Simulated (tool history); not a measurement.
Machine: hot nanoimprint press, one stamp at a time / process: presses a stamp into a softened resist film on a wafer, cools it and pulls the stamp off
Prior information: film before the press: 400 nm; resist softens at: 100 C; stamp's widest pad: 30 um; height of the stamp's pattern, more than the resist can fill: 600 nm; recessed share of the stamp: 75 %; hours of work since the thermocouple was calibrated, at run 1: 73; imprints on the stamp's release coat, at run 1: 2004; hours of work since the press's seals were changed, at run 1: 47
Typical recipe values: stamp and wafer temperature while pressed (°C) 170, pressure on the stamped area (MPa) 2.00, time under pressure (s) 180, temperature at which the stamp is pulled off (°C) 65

run     day  stamp and wafer temperature while pressed (°C)  pressure on the stamped area (MPa)  time under pressure (s)  temperature at which the stamp is pulled off (°C)  hours of work since the thermocouple was calibrated  imprints on the stamp's release coat  hours of work since the press's seals were changed  resist left under the stamp's widest pad (nm)  greatest force while the stamp is pulled off (N)
  1   0.000                                             170                                2.00                      180                                                 65                                                   73                                  2004                                                  47                                          171.0                                               266
  2   0.579                                             170                                2.00                      180                                                 65                                                   79                                  2032                                                  54                                          169.5                                               273
  3   1.342                                             170                                2.00                      180                                                 69                                                   88                                  2068                                                  62                                          170.1                                               259
  4   2.012                                             170                                2.00                      180                                                 69                                                   96                                  2100                                                  70                                          167.8                                               260
  5   2.783                                             170                                2.00                      180                                                 65                                                  104                                  2137                                                  79                                          166.5                                               273
  6   4.012                                             170                                2.00                      180                                                 65                                                  118                                  2196                                                  93                                          168.5                                               276
  7   4.583                                             170                                2.00                      180                                                 54                                                  125                                  2223                                                  99                                          167.1                                               310
  8   5.304                                             170                                2.00                      180                                                 54                                                  133                                  2257                                                 107                                          168.9                                               309
  9   6.696                                             170                                2.00                      180                                                 54                                                  149                                  2324                                                 123                                          166.9                                               325
 10   7.358                                             170                                2.00                      180                                                 73                                                  156                                  2356                                                 131                                          167.1                                               262
      8.267  -- stamp cleaned and given a new release coat
 11   8.625                                             170                                2.00                      180                                                 73                                                  168                                    17                                                 142                                          166.6                                               144
 12   9.992                                             170                                2.00                      180                                                 73                                                  183                                    82                                                 158                                          166.7                                               148
 13  10.788                                             170                                2.00                      180                                                 73                                                  193                                   120                                                 167                                          167.0                                               144
 14  11.633                                             170                                2.00                      180                                                 73                                                  202                                   161                                                 176                                          162.8                                               146
 15  12.229                                             170                                2.00                      180                                                 73                                                  209                                   189                                                 183                                          165.7                                               146
 16  13.212                                             170                                2.00                      202                                                 73                                                  220                                   236                                                 194                                          159.3                                               153
 17  13.917                                             170                                2.00                      202                                                 73                                                  228                                   270                                                 202                                          157.2                                               158
 18  15.025                                             170                                2.00                      202                                                 73                                                  241                                   323                                                 215                                          159.4                                               160
 19  16.188                                             170                                1.79                      180                                                 65                                                  254                                   378                                                 228                                          174.8                                               172
 20  17.350                                             170                                1.79                      180                                                 65                                                  267                                   434                                                 241                                          173.1                                               173
 21  18.754                                             170                                1.79                      180                                                 65                                                  283                                   501                                                 257                                          172.7                                               176
 22  20.067                                             165                                2.16                      180                                                 70                                                  298                                   564                                                 272                                          194.2                                               170
 23  21.225                                             161                                2.43                      103                                                 52                                                  311                                   619                                                 285                                          256.3                                               203
 24  21.958                                             159                                2.49                      113                                                 59                                                  319                                   654                                                 294                                          263.4                                               195

3 options for the next run, each taken on its own from the tool as it stands now. Forecast them:
  A  22.817                                             170                                1.32                      180                                                 65                                                  329                                   695                                                 303                                              ?                                                 ?
  B  22.817                                             170                                2.50                      180                                                 65                                                  329                                   695                                                 303                                              ?                                                 ?
  C  22.817                                             159                                1.38                      341                                                 54                                                  329                                   695                                                 303                                              ?                                                 ?

run  resist left under the stamp's widest pad (nm)  greatest force while the stamp is pulled off (N)
  A                                          202.0                                               189
  B                                          145.6                                               188
  C                                          242.5                                               201
Stripped of hidden state, with their random variation kept, the same runs would have yielded:
run  resist left under the stamp's widest pad (nm)  greatest force while the stamp is pulled off (N)
  A                                          213.4                                               155
  B                                          154.3                                               154
  C                                          256.9                                               165

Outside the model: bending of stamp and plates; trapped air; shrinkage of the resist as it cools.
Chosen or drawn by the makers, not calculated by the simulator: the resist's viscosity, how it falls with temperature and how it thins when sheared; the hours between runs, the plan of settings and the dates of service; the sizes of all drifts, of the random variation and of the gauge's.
